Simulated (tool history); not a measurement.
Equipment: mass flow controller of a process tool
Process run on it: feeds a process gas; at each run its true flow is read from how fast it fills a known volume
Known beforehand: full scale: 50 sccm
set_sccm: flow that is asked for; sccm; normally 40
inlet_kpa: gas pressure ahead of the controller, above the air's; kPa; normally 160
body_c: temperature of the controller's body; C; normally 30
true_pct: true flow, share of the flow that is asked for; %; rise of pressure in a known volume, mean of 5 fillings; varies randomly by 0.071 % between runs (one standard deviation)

run	hour	set_sccm	inlet_kpa	body_c	true_pct
1	0.0	40	160	30	99.59
2	79.0	27	160	30	99.03
3	178.3	40	160	30	99.77
4	337.7	40	263	30	100.56
5	470.8	40	263	30	100.45
6	624.8	40	263	30	100.45
7	793.9	40	263	30	100.52
8	873.8	40	181	30	100.42
9	1004.4	40	181	30	100.36
10	1192.9	26	181	28	99.55
11	1295.2	40	144	39	101.19

Run 12 is up next; what results do you expect?
12	1444.9	46	187	20	?

{"run 12": {"true_pct": 99.97}}
Without the tool's hidden state the same run would have given true_pct 99.19 %.

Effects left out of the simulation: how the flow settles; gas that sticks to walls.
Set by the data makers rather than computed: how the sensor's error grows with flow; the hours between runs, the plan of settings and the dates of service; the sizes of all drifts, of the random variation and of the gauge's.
